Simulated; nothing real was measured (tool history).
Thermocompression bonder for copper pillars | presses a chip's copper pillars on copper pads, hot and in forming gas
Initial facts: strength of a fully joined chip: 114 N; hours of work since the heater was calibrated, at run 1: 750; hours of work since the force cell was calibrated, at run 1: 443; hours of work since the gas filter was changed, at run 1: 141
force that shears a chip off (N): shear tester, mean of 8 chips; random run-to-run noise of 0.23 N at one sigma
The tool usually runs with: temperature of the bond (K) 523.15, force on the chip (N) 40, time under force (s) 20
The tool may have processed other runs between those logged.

| run | hour | temperature of the bond (K) | force on the chip (N) | time under force (s) | hours of work since the heater was calibrated | hours of work since the force cell was calibrated | hours of work since the gas filter was changed | force that shears a chip off (N) |
|---|---|---|---|---|---|---|---|---|
| 1 | 0 | 523.15 | 40 | 20 | 750 | 443 | 141 | 82.5 |
| 2 | 53.3 | 523.15 | 40 | 20 | 777 | 470 | 168 | 82.4 |
|  | 68.5 | forming gas filter changed |
| 3 | 107.3 | 523.15 | 40 | 20 | 804 | 498 | 20 | 82.6 |
| 4 | 162.8 | 523.15 | 40 | 20 | 833 | 526 | 48 | 82.8 |
| 5 | 222.6 | 523.15 | 40 | 20 | 863 | 557 | 79 | 82.6 |
| 6 | 302.4 | 523.15 | 45 | 20 | 904 | 597 | 119 | 88.1 |
| 7 | 360 | 523.15 | 40 | 20 | 933 | 627 | 149 | 83 |
|  | 415.3 | forming gas filter changed |
| 8 | 420 | 523.15 | 40 | 20 | 964 | 657 | 2 | 83.1 |
| 9 | 495.3 | 523.15 | 40 | 20 | 1002 | 696 | 41 | 82.9 |
| 10 | 544.8 | 523.15 | 41 | 20 | 1028 | 721 | 66 | 84.3 |
| 11 | 607.6 | 523.15 | 41 | 20 | 1060 | 753 | 98 | 84 |
| 12 | 658.7 | 523.15 | 41 | 20 | 1086 | 779 | 124 | 84.1 |
| 13 | 697.4 | 523.15 | 41 | 20 | 1105 | 799 | 144 | 84.3 |
|  | 760.8 | forming gas filter changed |
| 14 | 780.8 | 523.15 | 41 | 20 | 1148 | 841 | 10 | 84.4 |
| 15 | 827.6 | 523.15 | 41 | 20 | 1172 | 865 | 34 | 84.3 |
| 16 | 873.9 | 523.15 | 41 | 20 | 1195 | 889 | 58 | 84.5 |
| 17 | 946.9 | 523.15 | 41 | 20 | 1233 | 926 | 95 | 84 |
| 18 | 990.7 | 523.15 | 41 | 20 | 1255 | 948 | 117 | 84.1 |
| 19 | 1053 | 523.15 | 36 | 20 | 1287 | 980 | 149 | 78.5 |
| 20 | 1092.8 | 523.15 | 36 | 20 | 1307 | 1001 | 170 | 78.3 |
|  | 1105.5 | forming gas filter changed |
|  | 1129.5 | force cell calibrated |
| 21 | 1165.6 | 523.15 | 36 | 20 | 1343 | 18 | 30 | 78.4 |
| 22 | 1220.5 | 550.15 | 57 | 13 | 1371 | 46 | 58 | 105.8 |
| 23 | 1290.6 | 550.15 | 57 | 13 | 1407 | 82 | 94 | 105.5 |
| 24 | 1359.5 | 523.15 | 40 | 17 | 1442 | 117 | 129 | 80.3 |
| 25 | 1442.2 | 549.15 | 40 | 20 | 1485 | 160 | 171 | 100.5 |
|  | 1453.2 | forming gas filter changed |
| 26 | 1502 | 500.15 | 25 | 53 | 1515 | 190 | 25 | 62.8 |
| 27 | 1539.2 | 553.15 | 40 | 24 | 1534 | 209 | 44 | 104.8 |
| 28 | 1589.2 | 523.15 | 54 | 20 | 1559 | 234 | 69 | 97.1 |
| 29 | 1634 | 523.15 | 55 | 24 | 1582 | 257 | 92 | 100.9 |
| 30 | 1671.1 | 523.15 | 55 | 24 | 1601 | 276 | 111 | 100.9 |
| 31 | 1705.3 | 523.15 | 55 | 24 | 1619 | 294 | 129 | 100.6 |
| 32 | 1785.9 | 523.15 | 55 | 24 | 1660 | 335 | 170 | 100.8 |
|  | 1797.8 | forming gas filter changed |
| 33 | 1824.8 | 500.15 | 34 | 40 | 1679 | 355 | 14 | 72 |
| 34 | 1877.7 | 539.15 | 47 | 19 | 1706 | 382 | 41 | 100.2 |
| 35 | 1951.8 | 539.15 | 47 | 19 | 1744 | 419 | 79 | 100.4 |
|  | 1993.2 | heater calibrated with a thermocouple chip |
| 36 | 2010.8 | 516.15 | 33 | 24 | 9 | 449 | 108 | 73 |
|  | 2075.1 | gauge calibrated |
| 37 | 2080.7 | 526.15 | 46 | 32 | 45 | 484 | 143 | 99.2 |
| 38 | 2140.2 | 546.15 | 40 | 20 | 75 | 515 | 174 | 97.6 |

Here are 3 independent what-if runs from the current tool condition. What would each one return?
|  | 2144.7 | forming gas filter changed |
| A | 2192 | 523.15 | 40 | 36 | 101 | 541 | 24 | ? |
|  | 2144.7 | forming gas filter changed |
| B | 2192 | 533.15 | 53 | 14 | 101 | 541 | 24 | ? |
|  | 2144.7 | forming gas filter changed |
| C | 2192 | 527.15 | 54 | 46 | 101 | 541 | 24 | ? |

| run | force that shears a chip off (N) |
|---|---|
| A | 93.3 |
| B | 94.5 |
| C | 108 |
What these runs would have given with no unlogged condition in the tool:
| run | force that shears a chip off (N) |
|---|---|
| A | 93.2 |
| B | 94.4 |
| C | 107.9 |
